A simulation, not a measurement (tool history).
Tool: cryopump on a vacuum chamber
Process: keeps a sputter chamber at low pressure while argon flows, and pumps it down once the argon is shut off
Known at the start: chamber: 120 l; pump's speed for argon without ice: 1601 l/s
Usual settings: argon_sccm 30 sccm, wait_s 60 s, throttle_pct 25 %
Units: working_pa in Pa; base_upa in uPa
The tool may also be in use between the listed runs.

{"run": 1, "hour": 0.0, "argon_sccm": 30, "wait_s": 60, "throttle_pct": 25, "working_pa": 0.129, "base_upa": 1.86}
{"run": 2, "hour": 21.2, "argon_sccm": 30, "wait_s": 60, "throttle_pct": 25, "working_pa": 0.1296, "base_upa": 1.85}
{"run": 3, "hour": 45.0, "argon_sccm": 30, "wait_s": 60, "throttle_pct": 25, "working_pa": 0.1301, "base_upa": 1.87}
{"run": 4, "hour": 66.3, "argon_sccm": 46, "wait_s": 60, "throttle_pct": 25, "working_pa": 0.2004, "base_upa": 1.9}
{"run": 5, "hour": 99.6, "argon_sccm": 46, "wait_s": 60, "throttle_pct": 25, "working_pa": 0.1993, "base_upa": 1.85}
{"run": 6, "hour": 132.3, "argon_sccm": 30, "wait_s": 60, "throttle_pct": 25, "working_pa": 0.1308, "base_upa": 1.83}
{"run": 7, "hour": 147.4, "argon_sccm": 30, "wait_s": 60, "throttle_pct": 25, "working_pa": 0.1292, "base_upa": 1.92}
{"run": 8, "hour": 172.3, "argon_sccm": 30, "wait_s": 60, "throttle_pct": 25, "working_pa": 0.1302, "base_upa": 1.89}
{"run": 9, "hour": 191.1, "argon_sccm": 30, "wait_s": 60, "throttle_pct": 25, "working_pa": 0.1295, "base_upa": 1.92}
{"run": 10, "hour": 213.2, "argon_sccm": 30, "wait_s": 60, "throttle_pct": 25, "working_pa": 0.131, "base_upa": 1.91}
{"run": 11, "hour": 243.7, "argon_sccm": 30, "wait_s": 60, "throttle_pct": 38, "working_pa": 0.0888, "base_upa": 1.97}
{"run": 12, "hour": 272.1, "argon_sccm": 30, "wait_s": 60, "throttle_pct": 38, "working_pa": 0.0886, "base_upa": 1.9}
{"run": 13, "hour": 306.1, "argon_sccm": 30, "wait_s": 129, "throttle_pct": 25, "working_pa": 0.1314, "base_upa": 1.21}
{"run": 14, "hour": 321.8, "argon_sccm": 30, "wait_s": 129, "throttle_pct": 25, "working_pa": 0.1334, "base_upa": 1.26}
{"run": 15, "hour": 338.9, "argon_sccm": 30, "wait_s": 93, "throttle_pct": 25, "working_pa": 0.133, "base_upa": 1.48}
{"hour": 354.6, "done": "pump warmed up, emptied and cooled again"}
{"run": 16, "hour": 374.8, "argon_sccm": 30, "wait_s": 93, "throttle_pct": 25, "working_pa": 0.1264, "base_upa": 1.34}
{"run": 17, "hour": 393.5, "argon_sccm": 30, "wait_s": 93, "throttle_pct": 25, "working_pa": 0.1259, "base_upa": 1.45}
{"run": 18, "hour": 420.2, "argon_sccm": 30, "wait_s": 60, "throttle_pct": 22, "working_pa": 0.1449, "base_upa": 1.95}
{"run": 19, "hour": 439.7, "argon_sccm": 30, "wait_s": 261, "throttle_pct": 22, "working_pa": 0.1447, "base_upa": 0.86}
{"run": 20, "hour": 462.2, "argon_sccm": 30, "wait_s": 261, "throttle_pct": 22, "working_pa": 0.1451, "base_upa": 0.89}
{"run": 21, "hour": 481.3, "argon_sccm": 30, "wait_s": 134, "throttle_pct": 22, "working_pa": 0.1447, "base_upa": 1.17}
{"run": 22, "hour": 510.6, "argon_sccm": 30, "wait_s": 134, "throttle_pct": 22, "working_pa": 0.1452, "base_upa": 1.21}
{"run": 23, "hour": 543.9, "argon_sccm": 30, "wait_s": 134, "throttle_pct": 22, "working_pa": 0.1456, "base_upa": 1.18}
{"run": 24, "hour": 566.9, "argon_sccm": 30, "wait_s": 134, "throttle_pct": 22, "working_pa": 0.1465, "base_upa": 1.21}
{"run": 25, "hour": 592.7, "argon_sccm": 30, "wait_s": 60, "throttle_pct": 34, "working_pa": 0.095, "base_upa": 1.94}
{"run": 26, "hour": 624.5, "argon_sccm": 30, "wait_s": 38, "throttle_pct": 29, "working_pa": 0.1117, "base_upa": 2.77}
{"run": 27, "hour": 639.0, "argon_sccm": 36, "wait_s": 34, "throttle_pct": 33, "working_pa": 0.1193, "base_upa": 3.06}
{"run": 28, "hour": 665.1, "argon_sccm": 30, "wait_s": 43, "throttle_pct": 36, "working_pa": 0.0905, "base_upa": 2.52}
{"run": 29, "hour": 692.6, "argon_sccm": 30, "wait_s": 60, "throttle_pct": 30, "working_pa": 0.1093, "base_upa": 2.0}
{"run": 30, "hour": 724.1, "argon_sccm": 34, "wait_s": 249, "throttle_pct": 30, "working_pa": 0.125, "base_upa": 1.01}
{"run": 31, "hour": 751.3, "argon_sccm": 34, "wait_s": 249, "throttle_pct": 30, "working_pa": 0.1238, "base_upa": 1.02}
{"run": 32, "hour": 770.1, "argon_sccm": 17, "wait_s": 228, "throttle_pct": 51, "working_pa": 0.0374, "base_upa": 1.02}
{"run": 33, "hour": 786.1, "argon_sccm": 17, "wait_s": 228, "throttle_pct": 51, "working_pa": 0.0375, "base_upa": 1.0}
{"run": 34, "hour": 813.5, "argon_sccm": 17, "wait_s": 228, "throttle_pct": 51, "working_pa": 0.0372, "base_upa": 1.05}
{"run": 35, "hour": 842.7, "argon_sccm": 47, "wait_s": 60, "throttle_pct": 15, "working_pa": 0.3361, "base_upa": 2.07}

Measured less the same run without the tool's hidden state. The same run-to-run variation is in both; the gauge's scatter may not be:
The hidden state here: pump's speed, % of a pump's without ice; cold plate's temperature, K; leak into the chamber, uPa l/s; drift of the gauge itself on working_pa, %; drift of the gauge itself on base_upa, %.
run=1 working_pa=+0.0024 base_upa=+0.31
run=2 working_pa=+0.0027 base_upa=+0.32
run=3 working_pa=+0.0030 base_upa=+0.33
run=4 working_pa=+0.0048 base_upa=+0.34
run=5 working_pa=+0.0054 base_upa=+0.34
run=6 working_pa=+0.0039 base_upa=+0.35
run=7 working_pa=+0.0041 base_upa=+0.37
run=8 working_pa=+0.0043 base_upa=+0.38
run=9 working_pa=+0.0045 base_upa=+0.38
run=10 working_pa=+0.0048 base_upa=+0.39
run=11 working_pa=+0.0052 base_upa=+0.42
run=12 working_pa=+0.0056 base_upa=+0.41
run=13 working_pa=+0.0060 base_upa=+0.43
run=14 working_pa=+0.0062 base_upa=+0.44
run=15 working_pa=+0.0063 base_upa=+0.44
run=16 working_pa=+0.0004 base_upa=+0.34
run=17 working_pa=+0.0006 base_upa=+0.37
run=18 working_pa=+0.0008 base_upa=+0.37
run=19 working_pa=+0.0010 base_upa=+0.38
run=20 working_pa=+0.0012 base_upa=+0.38
run=21 working_pa=+0.0014 base_upa=+0.38
run=22 working_pa=+0.0016 base_upa=+0.40
run=23 working_pa=+0.0020 base_upa=+0.42
run=24 working_pa=+0.0021 base_upa=+0.42
run=25 working_pa=+0.0024 base_upa=+0.43
run=26 working_pa=+0.0028 base_upa=+0.44
run=27 working_pa=+0.0035 base_upa=+0.45
run=28 working_pa=+0.0032 base_upa=+0.46
run=29 working_pa=+0.0035 base_upa=+0.47
run=30 working_pa=+0.0044 base_upa=+0.49
run=31 working_pa=+0.0046 base_upa=+0.50
run=32 working_pa=+0.0024 base_upa=+0.50
run=33 working_pa=+0.0026 base_upa=+0.50
run=34 working_pa=+0.0027 base_upa=+0.51
run=35 working_pa=+0.0079 base_upa=+0.53

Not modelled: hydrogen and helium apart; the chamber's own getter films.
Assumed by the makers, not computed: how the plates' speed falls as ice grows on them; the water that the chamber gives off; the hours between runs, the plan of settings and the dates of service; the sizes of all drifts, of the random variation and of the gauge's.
